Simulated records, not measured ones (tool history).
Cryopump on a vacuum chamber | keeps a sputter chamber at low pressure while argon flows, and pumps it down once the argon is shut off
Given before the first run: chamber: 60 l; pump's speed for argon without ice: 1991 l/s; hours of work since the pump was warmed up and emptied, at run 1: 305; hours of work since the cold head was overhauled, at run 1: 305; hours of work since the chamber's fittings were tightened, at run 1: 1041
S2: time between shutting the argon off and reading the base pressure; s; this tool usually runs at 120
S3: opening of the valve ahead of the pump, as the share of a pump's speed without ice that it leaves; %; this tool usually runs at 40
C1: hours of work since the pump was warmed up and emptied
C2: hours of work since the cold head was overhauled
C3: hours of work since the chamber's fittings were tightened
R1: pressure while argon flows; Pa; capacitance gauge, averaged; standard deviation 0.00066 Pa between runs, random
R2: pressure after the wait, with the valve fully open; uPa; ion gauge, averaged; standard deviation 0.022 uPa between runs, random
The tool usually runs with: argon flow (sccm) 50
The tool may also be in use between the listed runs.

Run 1, hour 0: usual settings; C1 305; C2 305; C3 1041. Result: R1 0.1273 Pa, R2 2.47 uPa.
At hour 12.1: pump warmed up, emptied and cooled again.
Run 2, hour 15.2: usual settings; C1 3; C2 314; C3 1050. Result: R1 0.1066 Pa, R2 1.76 uPa.
Run 3, hour 22.4: usual settings; C1 9; C2 320; C3 1056. Result: R1 0.1065 Pa, R2 1.83 uPa.
Run 4, hour 33.3: usual settings; C1 18; C2 329; C3 1065. Result: R1 0.1064 Pa, R2 1.82 uPa.
Run 5, hour 40.9: usual settings but S3 17 %; C1 25; C2 336; C3 1072. Result: R1 0.2518 Pa, R2 1.85 uPa.
Run 6, hour 55.5: usual settings but argon flow (sccm) 77; C1 38; C2 349; C3 1085. Result: R1 0.1671 Pa, R2 1.88 uPa.
Run 7, hour 62.5: usual settings but S3 23 %; C1 44; C2 355; C3 1091. Result: R1 0.1861 Pa, R2 1.98 uPa.
Run 8, hour 72.8: usual settings but S3 23 %; C1 53; C2 364; C3 1100. Result: R1 0.1873 Pa, R2 1.95 uPa.
Run 9, hour 85.4: usual settings but argon flow (sccm) 77; C1 64; C2 375; C3 1111. Result: R1 0.1693 Pa, R2 1.99 uPa.
Run 10, hour 92.8: usual settings but argon flow (sccm) 77; C1 70; C2 381; C3 1117. Result: R1 0.1718 Pa, R2 1.91 uPa.
Run 11, hour 108.4: usual settings but S2 39 s; C1 84; C2 395; C3 1131. Result: R1 0.1125 Pa, R2 2.8 uPa.
Run 12, hour 123.9: usual settings but argon flow (sccm) 34; C1 97; C2 408; C3 1144. Result: R1 0.0747 Pa, R2 2.1 uPa.
Run 13, hour 132.3: usual settings but argon flow (sccm) 34; C1 105; C2 416; C3 1152. Result: R1 0.076 Pa, R2 2.05 uPa.
Run 14, hour 143.8: usual settings but argon flow (sccm) 92; C1 115; C2 426; C3 1162. Result: R1 0.2077 Pa, R2 2.13 uPa.
Run 15, hour 157.2: usual settings but S3 37 %; C1 127; C2 437; C3 1173. Result: R1 0.1224 Pa, R2 2.18 uPa.
Run 16, hour 165.6: usual settings but argon flow (sccm) 77, S3 27 %; C1 134; C2 445; C3 1181. Result: R1 0.2562 Pa, R2 2.19 uPa.
Run 17, hour 179.1: usual settings but argon flow (sccm) 35, S2 55 s, S3 36 %; C1 146; C2 457; C3 1192. Result: R1 0.0882 Pa, R2 2.66 uPa.
Run 18, hour 187.2: usual settings but argon flow (sccm) 52, S2 29 s, S3 53 %; C1 153; C2 464; C3 1199. Result: R1 0.0926 Pa, R2 3.49 uPa.
Run 19, hour 198.4: usual settings but argon flow (sccm) 52, S2 29 s, S3 53 %; C1 162; C2 473; C3 1209. Result: R1 0.0931 Pa, R2 3.41 uPa.
Run 20, hour 207.4: usual settings but argon flow (sccm) 52, S2 29 s, S3 53 %; C1 170; C2 481; C3 1217. Result: R1 0.0936 Pa, R2 3.49 uPa.
Run 21, hour 222.4: usual settings but argon flow (sccm) 30, S2 21 s, S3 43 %; C1 183; C2 494; C3 1230. Result: R1 0.0652 Pa, R2 4.25 uPa.
Run 22, hour 238.2: usual settings but argon flow (sccm) 30, S2 21 s, S3 43 %; C1 197; C2 508; C3 1244. Result: R1 0.0665 Pa, R2 4.3 uPa.
Run 23, hour 251.2: usual settings but argon flow (sccm) 30, S2 31 s, S3 58 %; C1 209; C2 519; C3 1255. Result: R1 0.0513 Pa, R2 3.67 uPa.
Run 24, hour 265: usual settings but argon flow (sccm) 28, S2 42 s, S3 25 %; C1 221; C2 531; C3 1267. Result: R1 0.1035 Pa, R2 3.28 uPa.
Run 25, hour 281.5: usual settings but argon flow (sccm) 39, S2 171 s, S3 25 %; C1 235; C2 546; C3 1282. Result: R1 0.1431 Pa, R2 2.47 uPa.
Run 26, hour 295: usual settings but argon flow (sccm) 39, S2 171 s, S3 25 %; C1 247; C2 558; C3 1293. Result: R1 0.1446 Pa, R2 2.58 uPa.
Run 27, hour 306.4: usual settings but argon flow (sccm) 57, S2 280 s, S3 17 %; C1 257; C2 568; C3 1303. Result: R1 0.3045 Pa, R2 2.44 uPa.
Run 28, hour 319.1: usual settings but argon flow (sccm) 57, S2 280 s, S3 17 %; C1 268; C2 579; C3 1315. Result: R1 0.3057 Pa, R2 2.57 uPa.
Run 29, hour 332.8: usual settings but argon flow (sccm) 36, S2 21 s, S3 39 %; C1 280; C2 591; C3 1326. Result: R1 0.0927 Pa, R2 4.67 uPa.
Run 30, hour 347.9: usual settings but argon flow (sccm) 36, S2 21 s, S3 39 %; C1 293; C2 604; C3 1340. Result: R1 0.0926 Pa, R2 4.83 uPa.

Results for each run, recomputed without the tool's hidden state and with each run's random variation untouched:
The tool's hidden condition here consists of: pump's speed, % of a pump's without ice; cold plate's temperature, K; leak into the chamber, uPa l/s; drift of the gauge itself on working_pa, %; drift of the gauge itself on base_upa, %.
run      R1    R2
  1  0.1061  0.56
  2  0.1059  0.55
  3  0.1054  0.57
  4   0.105  0.54
  5    0.25  0.53
  6  0.1633  0.53
  7  0.1834   0.6
  8   0.184  0.54
  9  0.1634  0.54
 10  0.1653  0.51
 11  0.1076  1.34
 12  0.0709  0.56
 13   0.072  0.51
 14  0.1954  0.55
 15  0.1149  0.55
 16  0.2439  0.55
 17  0.0821  0.97
 18  0.0831  1.78
 19   0.083   1.7
 20  0.0829  1.74
 21  0.0585  2.38
 22  0.0592  2.41
 23  0.0435  1.71
 24  0.0956  1.28
 25  0.1312  0.42
 26   0.132  0.43
 27   0.285  0.31
 28   0.285  0.32
 29  0.0788  2.38
 30  0.0779  2.43
